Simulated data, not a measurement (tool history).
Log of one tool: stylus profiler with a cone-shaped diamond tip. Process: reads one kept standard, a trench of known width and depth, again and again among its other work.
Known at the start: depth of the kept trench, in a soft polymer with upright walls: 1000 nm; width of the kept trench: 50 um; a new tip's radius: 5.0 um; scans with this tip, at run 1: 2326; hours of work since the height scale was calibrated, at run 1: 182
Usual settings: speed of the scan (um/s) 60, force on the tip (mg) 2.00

| run | day | speed of the scan (um/s) | force on the tip (mg) | scans with this tip | hours of work since the height scale was calibrated | depth of the trench (nm) | width of the trench's floor (µm) |
|---|---|---|---|---|---|---|---|
| 1 | 0.000 | 60 | 2.00 | 2326 | 182 | 1008.88 | 43.75 |
| 2 | 0.888 | 60 | 2.00 | 2506 | 196 | 1008.50 | 43.83 |
| 3 | 1.779 | 60 | 2.00 | 2688 | 210 | 1009.02 | 43.77 |
| 4 | 2.542 | 60 | 2.00 | 2843 | 222 | 1008.58 | 43.80 |
| 5 | 3.508 | 46 | 2.00 | 3039 | 237 | 1008.50 | 43.83 |
| 6 | 3.912 | 46 | 2.00 | 3121 | 244 | 1008.96 | 43.80 |
| 7 | 4.696 | 60 | 2.00 | 3280 | 256 | 1008.60 | 43.76 |
| 8 | 5.233 | 60 | 2.00 | 3389 | 265 | 1008.79 | 43.78 |
| 9 | 6.188 | 60 | 2.00 | 3583 | 280 | 1008.72 | 43.81 |
| 10 | 6.825 | 60 | 2.00 | 3713 | 290 | 1008.68 | 43.83 |
| 11 | 7.588 | 133 | 2.00 | 3867 | 302 | 1008.96 | 43.50 |
| 12 | 8.054 | 133 | 2.00 | 3963 | 310 | 1008.48 | 43.53 |
| 13 | 8.454 | 133 | 2.00 | 4043 | 316 | 1008.90 | 43.50 |
| 14 | 9.162 | 133 | 2.00 | 4187 | 327 | 1008.82 | 43.56 |
| 15 | 10.046 | 133 | 2.44 | 4367 | 341 | 1009.82 | 43.61 |
| 16 | 10.875 | 16 | 2.44 | 4535 | 354 | 1010.08 | 43.92 |
| 17 | 11.267 | 60 | 4.70 | 4615 | 360 | 1015.17 | 43.88 |
| 18 | 11.846 | 60 | 4.70 | 4733 | 370 | 1015.39 | 43.89 |
| 19 | 12.471 | 60 | 4.70 | 4859 | 380 | 1015.34 | 43.84 |
| 20 | 13.167 | 102 | 2.00 | 5001 | 391 | 1008.83 | 43.65 |
| 21 | 13.833 | 102 | 2.00 | 5136 | 401 | 1008.50 | 43.63 |
| 22 | 14.492 | 60 | 2.00 | 5270 | 412 | 1009.00 | 43.79 |
| 23 | 15.371 | 60 | 2.00 | 5448 | 426 | 1008.23 | 43.79 |
| 24 | 16.112 | 60 | 2.00 | 5599 | 437 | 1008.55 | 43.75 |
| 25 | 16.988 | 34 | 2.82 | 5776 | 451 | 1011.20 | 43.86 |
| 26 | 17.879 | 15 | 5.40 | 5957 | 465 | 1015.97 | 43.97 |
| 27 | 18.325 | 17 | 2.20 | 6048 | 472 | 1009.34 | 43.90 |
| 28 | 19.058 | 17 | 2.20 | 6197 | 484 | 1009.11 | 43.88 |
| 29 | 19.596 | 91 | 1.35 | 6306 | 493 | 1006.98 | 43.59 |
| 30 | 20.267 | 112 | 2.00 | 6443 | 503 | 1008.87 | 43.61 |
| 31 | 20.858 | 187 | 1.73 | 6563 | 513 | 1007.84 | 43.25 |
| 32 | 21.804 | 187 | 1.73 | 6755 | 528 | 1007.93 | 43.26 |
| 33 | 22.438 | 77 | 1.23 | 6884 | 538 | 1006.22 | 43.63 |
| 34 | 23.408 | 77 | 1.23 | 7081 | 553 | 1005.98 | 43.54 |
| 35 | 24.108 | 231 | 1.34 | 7223 | 564 | 1006.87 | 42.96 |
| 36 | 24.788 | 17 | 1.77 | 7361 | 575 | 1008.05 | 43.90 |
| 37 | 25.467 | 17 | 1.77 | 7499 | 586 | 1008.03 | 43.88 |
| 38 | 25.988 | 112 | 5.16 | 7605 | 594 | 1016.56 | 43.78 |
| 39 | 26.775 | 112 | 5.16 | 7765 | 606 | 1016.28 | 43.72 |
| 40 | 27.546 | 112 | 5.16 | 7921 | 619 | 1016.38 | 43.70 |
| 41 | 28.158 | 167 | 2.57 | 8045 | 628 | 1010.42 | 43.48 |
| 42 | 28.871 | 88 | 5.07 | 8190 | 640 | 1016.69 | 43.80 |
| 43 | 29.529 | 64 | 2.00 | 8324 | 650 | 1008.45 | 43.74 |
| 44 | 29.962 | 99 | 1.28 | 8412 | 657 | 1006.28 | 43.53 |
| 45 | 30.404 | 99 | 1.28 | 8502 | 664 | 1006.24 | 43.54 |
| 46 | 30.858 | 99 | 1.28 | 8594 | 671 | 1006.41 | 43.52 |

Forecast each of these 4 alternatives for the next run:
| A | 31.329 | 60 | 4.44 | 8690 | 679 | ? | ? |
| B | 31.329 | 63 | 1.46 | 8690 | 679 | ? | ? |
| C | 31.329 | 237 | 1.28 | 8690 | 679 | ? | ? |
| D | 31.329 | 54 | 3.68 | 8690 | 679 | ? | ? |

| run | depth of the trench (nm) | width of the trench's floor (µm) |
|---|---|---|
| A | 1014.80 | 43.79 |
| B | 1007.09 | 43.72 |
| C | 1006.99 | 42.92 |
| D | 1013.23 | 43.85 |
Without the tool's hidden state the same runs would have given:
| run | depth of the trench (nm) | width of the trench's floor (µm) |
|---|---|---|
| A | 1014.78 | 43.81 |
| B | 1007.06 | 43.75 |
| C | 1006.97 | 42.95 |
| D | 1013.20 | 43.88 |

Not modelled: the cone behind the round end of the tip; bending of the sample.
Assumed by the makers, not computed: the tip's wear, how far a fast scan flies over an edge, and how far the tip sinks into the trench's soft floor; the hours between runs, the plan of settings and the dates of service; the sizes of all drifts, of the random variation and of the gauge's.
